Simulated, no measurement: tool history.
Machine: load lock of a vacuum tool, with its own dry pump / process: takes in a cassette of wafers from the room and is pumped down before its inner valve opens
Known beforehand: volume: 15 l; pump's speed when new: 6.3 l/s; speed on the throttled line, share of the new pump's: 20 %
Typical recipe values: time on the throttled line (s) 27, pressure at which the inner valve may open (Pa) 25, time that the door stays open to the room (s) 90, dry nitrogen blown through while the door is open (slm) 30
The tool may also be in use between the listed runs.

| run | hour | time on the throttled line (s) | pressure at which the inner valve may open (Pa) | time that the door stays open to the room (s) | dry nitrogen blown through while the door is open (slm) | incoming humidity of the room's air, % | time from the closed door until the inner valve may open (s) | rise of the pressure with all valves shut (Pa/min) |
|---|---|---|---|---|---|---|---|---|
| 1 | 0 | 27 | 25 | 90 | 30 | 48.4 | 44.1 | 0.08 |
| 2 | 231 | 27 | 25 | 90 | 30 | 46.2 | 44.6 | 0.081 |
| 3 | 543.9 | 36 | 25 | 90 | 30 | 45.1 | 51.7 | 0.085 |
| 4 | 981.7 | 36 | 25 | 90 | 30 | 45 | 51.3 | 0.087 |
| 5 | 1268 | 22 | 25 | 90 | 30 | 47.1 | 41.1 | 0.093 |
| 6 | 1549.8 | 27 | 24 | 90 | 30 | 47.3 | 44.9 | 0.087 |
| 7 | 2070.5 | 27 | 19 | 90 | 30 | 43.2 | 45.7 | 0.094 |
| 8 | 2485.4 | 27 | 25 | 72 | 30 | 44.8 | 45.5 | 0.089 |
| 9 | 2810 | 27 | 25 | 72 | 30 | 43.1 | 45 | 0.084 |
| 10 | 3323 | 27 | 25 | 31 | 30 | 44.9 | 45.1 | 0.084 |
| 11 | 3887.6 | 26 | 25 | 90 | 30 | 46.2 | 44.9 | 0.1 |
| 12 | 4294.8 | 26 | 25 | 90 | 30 | 43.6 | 44.4 | 0.104 |
| 13 | 4706.2 | 27 | 25 | 170 | 30 | 46 | 46 | 0.125 |
| 14 | 5262.4 | 27 | 25 | 170 | 30 | 44 | 45.8 | 0.129 |
| 15 | 5812.3 | 27 | 25 | 170 | 30 | 42.3 | 46 | 0.134 |
| 16 | 6200.2 | 29 | 25 | 49 | 30 | 44.6 | 47.9 | 0.105 |
| 17 | 6437 | 29 | 25 | 49 | 40 | 46 | 47.5 | 0.105 |
| 18 | 6724 | 29 | 25 | 49 | 40 | 46.2 | 47.6 | 0.11 |
|  | 7128.4 | dry pump taken out, an overhauled one fitted |
| 19 | 7166.2 | 28 | 25 | 49 | 21 | 41.4 | 42.2 | 0.116 |
| 20 | 7614.6 | 49 | 25 | 90 | 30 | 44.2 | 59.3 | 0.125 |
| 21 | 8170.4 | 25 | 39 | 90 | 30 | 44.2 | 38.7 | 0.129 |
| 22 | 8712.7 | 25 | 39 | 90 | 30 | 47.5 | 38.7 | 0.143 |
| 23 | 8960.3 | 25 | 21 | 90 | 20 | 43.2 | 40.3 | 0.146 |
| 24 | 9495.7 | 19 | 25 | 90 | 32 | 44 | 35.3 | 0.145 |
| 25 | 9788.2 | 19 | 25 | 90 | 32 | 47.8 | 35.5 | 0.157 |
| 26 | 10136.7 | 19 | 25 | 90 | 32 | 48.7 | 35.5 | 0.157 |
| 27 | 10552.4 | 19 | 25 | 90 | 32 | 44.1 | 35.9 | 0.153 |
| 28 | 10911.4 | 19 | 25 | 90 | 32 | 46.5 | 35.8 | 0.164 |
| 29 | 11478.4 | 19 | 25 | 28 | 32 | 44.7 | 36.1 | 0.149 |
| 30 | 11815.1 | 19 | 25 | 28 | 32 | 45 | 36 | 0.148 |

Alternative continuations, all from the tool just after run 30; predict every row:
| A | 12080.5 | 31 | 25 | 34 | 14 | 45.9 | ? | ? |
| B | 12080.5 | 27 | 33 | 179 | 30 | 44.7 | ? | ? |
| C | 12080.5 | 43 | 26 | 38 | 30 | 42.7 | ? | ? |
| D | 12080.5 | 27 | 25 | 62 | 4 | 45.7 | ? | ? |
| E | 12080.5 | 27 | 18 | 90 | 30 | 43.2 | ? | ? |

| run | time from the closed door until the inner valve may open (s) | rise of the pressure with all valves shut (Pa/min) |
|---|---|---|
| A | 45.7 | 0.168 |
| B | 41.3 | 0.19 |
| C | 54.6 | 0.159 |
| D | 42.3 | 0.201 |
| E | 43 | 0.172 |
Without the tool's unlogged condition, the same runs would have read:
| run | time from the closed door until the inner valve may open (s) | rise of the pressure with all valves shut (Pa/min) |
|---|---|---|
| A | 44.9 | 0.052 |
| B | 40.5 | 0.072 |
| C | 54 | 0.043 |
| D | 41.4 | 0.086 |
| E | 42.1 | 0.055 |
